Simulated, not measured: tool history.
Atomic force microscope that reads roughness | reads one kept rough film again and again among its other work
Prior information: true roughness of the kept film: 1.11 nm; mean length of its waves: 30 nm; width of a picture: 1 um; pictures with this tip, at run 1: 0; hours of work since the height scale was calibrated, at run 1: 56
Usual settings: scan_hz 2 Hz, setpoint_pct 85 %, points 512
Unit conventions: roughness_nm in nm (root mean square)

run,day,scan_hz,setpoint_pct,points,pictures with this tip,hours of work since the height scale was calibrated,roughness_nm
1,0,2,85,512,0,56,0.89
2,0.271,2,85,512,12,61,0.898
3,0.579,2,85,512,26,65,0.898
4,0.771,2,85,512,34,68,0.893
5,1.121,2,85,512,50,74,0.901
6,1.296,2,85,512,58,76,0.895
7,1.538,2,85,512,69,80,0.895
8,1.821,2.38,85,512,82,84,0.879
9,2.158,2,85,414,97,89,0.899
10,2.333,2,78,512,105,92,0.945
11,2.617,2,78,512,117,96,0.941
12,2.8,2,78,512,125,99,0.945
13,3.208,2,78,512,144,105,0.94
14,3.458,1.56,78,512,155,109,0.966
15,3.738,1.56,78,512,167,113,0.962
16,4.1,1.56,78,512,184,119,0.963
17,4.479,1.56,78,512,201,125,0.969
18,4.838,1.56,78,512,217,130,0.969
# day 5.042: new tip fitted
19,5.054,1.56,78,399,0,133,0.97
20,5.4,1.3,62,436,16,138,1.053
21,5.762,1.3,62,436,32,144,1.032
22,6.129,1.69,82,436,49,150,0.94
23,6.383,1.69,82,256,60,153,0.929
24,6.779,1.69,82,256,78,160,0.926
25,7.196,0.51,67,300,96,166,1.05
26,7.525,0.51,67,300,111,171,1.05
27,7.867,2,70,373,126,176,0.986
28,8.133,2,70,373,138,180,0.994
29,8.55,0.94,84,512,157,187,0.993
30,8.912,0.75,83,430,173,192,1.005
31,9.283,0.75,83,430,190,198,1.004
32,9.688,0.75,83,746,208,204,1.004
33,10.012,0.75,83,746,223,209,1.013
# day 10.092: new tip fitted
34,10.338,2.75,83,474,11,213,0.869
35,10.512,2.24,83,420,19,216,0.898

Across each entry between runs, compare the hidden state at the last listed run before it with the hidden state at the first listed run after it:
Runs 18 to 19: new tip fitted (day 5.042)
  radius of the tip, nm: 5.8 -> 5
Runs 33 to 34: new tip fitted (day 10.092)
  radius of the tip, nm: 5.8 -> 5
